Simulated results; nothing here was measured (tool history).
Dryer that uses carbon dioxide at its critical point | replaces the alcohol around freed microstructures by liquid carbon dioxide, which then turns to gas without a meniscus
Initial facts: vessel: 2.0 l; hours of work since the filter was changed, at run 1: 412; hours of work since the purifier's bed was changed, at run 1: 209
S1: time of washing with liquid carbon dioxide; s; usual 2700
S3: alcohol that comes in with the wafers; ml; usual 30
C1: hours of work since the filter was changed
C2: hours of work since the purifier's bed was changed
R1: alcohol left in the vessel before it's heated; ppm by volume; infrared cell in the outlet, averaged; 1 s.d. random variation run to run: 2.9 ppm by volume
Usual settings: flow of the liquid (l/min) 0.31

run 1 hour=0 | S1=2700 flow_of_the_liquid_(l/min)=0.31 S3=30 | C1=412 C2=209 | R1=54
run 2 hour=24.7 | S1=2700 flow_of_the_liquid_(l/min)=0.31 S3=30 | C1=422 C2=219 | R1=60
run 3 hour=43.4 | S1=2700 flow_of_the_liquid_(l/min)=0.31 S3=30 | C1=430 C2=226 | R1=62
run 4 hour=75.2 | S1=2700 flow_of_the_liquid_(l/min)=0.31 S3=30 | C1=442 C2=239 | R1=63
run 5 hour=109.4 | S1=2700 flow_of_the_liquid_(l/min)=0.31 S3=30 | C1=456 C2=252 | R1=57
run 6 hour=129.2 | S1=2700 flow_of_the_liquid_(l/min)=0.31 S3=30 | C1=463 C2=260 | R1=63
run 7 hour=156.3 | S1=2700 flow_of_the_liquid_(l/min)=0.31 S3=74 | C1=474 C2=271 | R1=112
run 8 hour=186.1 | S1=2700 flow_of_the_liquid_(l/min)=0.31 S3=74 | C1=486 C2=283 | R1=118
run 9 hour=217.2 | S1=2700 flow_of_the_liquid_(l/min)=0.31 S3=74 | C1=498 C2=295 | R1=116
run 10 hour=250.8 | S1=2700 flow_of_the_liquid_(l/min)=0.31 S3=98 | C1=511 C2=308 | R1=148
run 11 hour=287 | S1=2700 flow_of_the_liquid_(l/min)=0.31 S3=98 | C1=526 C2=322 | R1=156
run 12 hour=322.4 | S1=2700 flow_of_the_liquid_(l/min)=0.461 S3=30 | C1=540 C2=336 | R1=30
run 13 hour=353.7 | S1=2700 flow_of_the_liquid_(l/min)=0.31 S3=30 | C1=552 C2=349 | R1=69
run 14 hour=392.8 | S1=2700 flow_of_the_liquid_(l/min)=0.31 S3=46 | C1=567 C2=364 | R1=91
-- hour=402.5 inlet filter changed
run 15 hour=411.5 | S1=2700 flow_of_the_liquid_(l/min)=0.31 S3=46 | C1=4 C2=371 | R1=70
run 16 hour=441.5 | S1=2700 flow_of_the_liquid_(l/min)=0.31 S3=29 | C1=15 C2=383 | R1=58
run 17 hour=479 | S1=2700 flow_of_the_liquid_(l/min)=0.31 S3=30 | C1=30 C2=398 | R1=60
run 18 hour=515.3 | S1=3360 flow_of_the_liquid_(l/min)=0.3 S3=64 | C1=44 C2=412 | R1=49
run 19 hour=534.8 | S1=2040 flow_of_the_liquid_(l/min)=0.484 S3=61 | C1=52 C2=420 | R1=50
run 20 hour=551.6 | S1=3540 flow_of_the_liquid_(l/min)=0.417 S3=39 | C1=59 C2=426 | R1=41
run 21 hour=578.5 | S1=3540 flow_of_the_liquid_(l/min)=0.417 S3=39 | C1=69 C2=437 | R1=44
run 22 hour=611.2 | S1=1920 flow_of_the_liquid_(l/min)=0.31 S3=78 | C1=82 C2=450 | R1=460
run 23 hour=637.3 | S1=2160 flow_of_the_liquid_(l/min)=0.298 S3=35 | C1=93 C2=460 | R1=178
run 24 hour=663.7 | S1=3420 flow_of_the_liquid_(l/min)=0.31 S3=25 | C1=103 C2=470 | R1=47
run 25 hour=690.2 | S1=3420 flow_of_the_liquid_(l/min)=0.31 S3=55 | C1=113 C2=481 | R1=53
run 26 hour=726.3 | S1=3420 flow_of_the_liquid_(l/min)=0.31 S3=55 | C1=128 C2=495 | R1=53
run 27 hour=762.3 | S1=3420 flow_of_the_liquid_(l/min)=0.31 S3=55 | C1=142 C2=509 | R1=60
run 28 hour=793.3 | S1=2280 flow_of_the_liquid_(l/min)=0.267 S3=53 | C1=154 C2=522 | R1=330
run 29 hour=828.6 | S1=2160 flow_of_the_liquid_(l/min)=0.31 S3=35 | C1=168 C2=535 | R1=161
run 30 hour=854.8 | S1=2160 flow_of_the_liquid_(l/min)=0.31 S3=35 | C1=178 C2=546 | R1=161
run 31 hour=882 | S1=2220 flow_of_the_liquid_(l/min)=0.208 S3=21 | C1=189 C2=557 | R1=413
run 32 hour=911.7 | S1=2220 flow_of_the_liquid_(l/min)=0.208 S3=21 | C1=201 C2=568 | R1=407
run 33 hour=943.6 | S1=2220 flow_of_the_liquid_(l/min)=0.208 S3=21 | C1=213 C2=581 | R1=423

4 options for the next run, each taken on its own from the tool as it stands now. Forecast them:
run A hour=966 | S1=3720 flow_of_the_liquid_(l/min)=0.31 S3=30 | C1=222 C2=590 | R1=?
run B hour=966 | S1=2640 flow_of_the_liquid_(l/min)=0.31 S3=30 | C1=222 C2=590 | R1=?
run C hour=966 | S1=2220 flow_of_the_liquid_(l/min)=0.217 S3=27 | C1=222 C2=590 | R1=?
run D hour=966 | S1=2340 flow_of_the_liquid_(l/min)=0.472 S3=30 | C1=222 C2=590 | R1=?

run=A R1=58
run=B R1=83
run=C R1=458
run=D R1=57
The same runs, with their run-to-run variation unchanged, on a tool lacking any hidden condition would have given:
run=A R1=8
run=B R1=30
run=C R1=372
run=D R1=8

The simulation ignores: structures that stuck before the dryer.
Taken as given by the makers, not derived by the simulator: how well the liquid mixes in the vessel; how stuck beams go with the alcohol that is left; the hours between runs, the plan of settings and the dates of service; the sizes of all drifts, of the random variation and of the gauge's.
